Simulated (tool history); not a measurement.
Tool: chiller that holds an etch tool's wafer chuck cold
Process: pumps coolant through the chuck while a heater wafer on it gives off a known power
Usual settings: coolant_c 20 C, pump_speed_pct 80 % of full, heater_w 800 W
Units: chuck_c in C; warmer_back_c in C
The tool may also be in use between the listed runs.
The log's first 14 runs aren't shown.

run 15 hour=459.5 | coolant_c=20 pump_speed_pct=80 heater_w=800 | chuck_c=25.7 warmer_back_c=1.899
run 16 hour=499.5 | coolant_c=20 pump_speed_pct=80 heater_w=800 | chuck_c=25.6 warmer_back_c=1.899
run 17 hour=518.1 | coolant_c=20 pump_speed_pct=80 heater_w=800 | chuck_c=25.7 warmer_back_c=1.891
run 18 hour=553.9 | coolant_c=20 pump_speed_pct=80 heater_w=800 | chuck_c=25.7 warmer_back_c=1.881
run 19 hour=577.5 | coolant_c=20 pump_speed_pct=66 heater_w=419 | chuck_c=23.3 warmer_back_c=1.237
run 20 hour=604.7 | coolant_c=15 pump_speed_pct=73 heater_w=537 | chuck_c=19.1 warmer_back_c=1.42
run 21 hour=644 | coolant_c=20 pump_speed_pct=80 heater_w=935 | chuck_c=26.6 warmer_back_c=2.251
run 22 hour=669.7 | coolant_c=28 pump_speed_pct=69 heater_w=500 | chuck_c=32 warmer_back_c=1.39
run 23 hour=703.7 | coolant_c=14 pump_speed_pct=80 heater_w=796 | chuck_c=19.7 warmer_back_c=1.898
run 24 hour=729.2 | coolant_c=14 pump_speed_pct=80 heater_w=796 | chuck_c=19.7 warmer_back_c=1.899
run 25 hour=757 | coolant_c=19 pump_speed_pct=74 heater_w=622 | chuck_c=23.8 warmer_back_c=1.613
run 26 hour=796.9 | coolant_c=13 pump_speed_pct=80 heater_w=452 | chuck_c=16.5 warmer_back_c=1.07
run 27 hour=837.6 | coolant_c=17 pump_speed_pct=91 heater_w=593 | chuck_c=21.1 warmer_back_c=1.235
run 28 hour=878.2 | coolant_c=17 pump_speed_pct=70 heater_w=724 | chuck_c=22.6 warmer_back_c=2.001
run 29 hour=913.4 | coolant_c=16 pump_speed_pct=67 heater_w=724 | chuck_c=21.8 warmer_back_c=2.114
run 30 hour=946.3 | coolant_c=16 pump_speed_pct=67 heater_w=724 | chuck_c=21.8 warmer_back_c=2.109
run 31 hour=964.1 | coolant_c=16 pump_speed_pct=67 heater_w=724 | chuck_c=22 warmer_back_c=2.119
run 32 hour=996 | coolant_c=16 pump_speed_pct=80 heater_w=482 | chuck_c=19.8 warmer_back_c=1.148

Forecast each of these 4 alternatives for the next run:
run A hour=1037.6 | coolant_c=18 pump_speed_pct=63 heater_w=800 | chuck_c=? warmer_back_c=?
run B hour=1037.6 | coolant_c=26 pump_speed_pct=77 heater_w=756 | chuck_c=? warmer_back_c=?
run C hour=1037.6 | coolant_c=22 pump_speed_pct=72 heater_w=800 | chuck_c=? warmer_back_c=?
run D hour=1037.6 | coolant_c=20 pump_speed_pct=74 heater_w=870 | chuck_c=? warmer_back_c=?

run=A chuck_c=24.9 warmer_back_c=2.506
run=B chuck_c=31.7 warmer_back_c=1.885
run=C chuck_c=28.3 warmer_back_c=2.153
run=D chuck_c=26.7 warmer_back_c=2.277
Without the tool's hidden state the same runs would have given:
run=A chuck_c=23.8 warmer_back_c=2.439
run=B chuck_c=30.7 warmer_back_c=1.835
run=C chuck_c=27.3 warmer_back_c=2.096
run=D chuck_c=25.6 warmer_back_c=2.216
